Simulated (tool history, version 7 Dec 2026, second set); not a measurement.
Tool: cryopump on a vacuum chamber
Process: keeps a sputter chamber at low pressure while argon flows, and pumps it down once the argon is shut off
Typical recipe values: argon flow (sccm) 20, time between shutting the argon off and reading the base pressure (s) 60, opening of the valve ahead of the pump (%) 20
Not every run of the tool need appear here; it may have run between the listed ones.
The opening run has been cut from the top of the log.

run,day,argon flow (sccm),time between shutting the argon off and reading the base pressure (s),opening of the valve ahead of the pump (%),pressure while argon flows (Pa),pressure after the wait (uPa)
2,2.258,20,60,44,0.0377,1.76
3,6.367,20,60,45,0.0375,1.72
4,8.692,20,60,45,0.0379,1.84
5,12.95,20,60,45,0.0379,1.81
6,16.808,20,60,45,0.0384,1.89
7,18.612,20,60,45,0.0383,1.92
8,20.329,20,60,45,0.0391,1.85
9,22.738,22,60,20,0.0945,1.96
10,26.054,20,60,20,0.0854,1.95
11,27.979,20,60,37,0.0481,1.94
12,32.112,20,60,20,0.0857,2.07
13,35.221,20,60,20,0.0859,2.08
14,39.429,20,60,20,0.0853,2.16
15,43.508,20,235,20,0.0857,1.69
16,45.446,20,60,20,0.0868,2.15
17,49.046,20,60,20,0.0871,2.21
18,52.929,30,41,39,0.0708,2.64
19,54.95,30,41,39,0.0706,2.59
20,56.883,18,60,20,0.0789,2.34
21,58.767,8,51,44,0.0167,2.53

The next listed run, before its measurement:
22,62.829,20,53,20,?,?

{"run 22": {"pressure while argon flows (Pa)": 0.089, "pressure after the wait (uPa)": 2.53}}
The same run, on a tool lacking any hidden state, would have yielded pressure while argon flows (Pa) 0.0832, pressure after the wait (uPa) 0.82.

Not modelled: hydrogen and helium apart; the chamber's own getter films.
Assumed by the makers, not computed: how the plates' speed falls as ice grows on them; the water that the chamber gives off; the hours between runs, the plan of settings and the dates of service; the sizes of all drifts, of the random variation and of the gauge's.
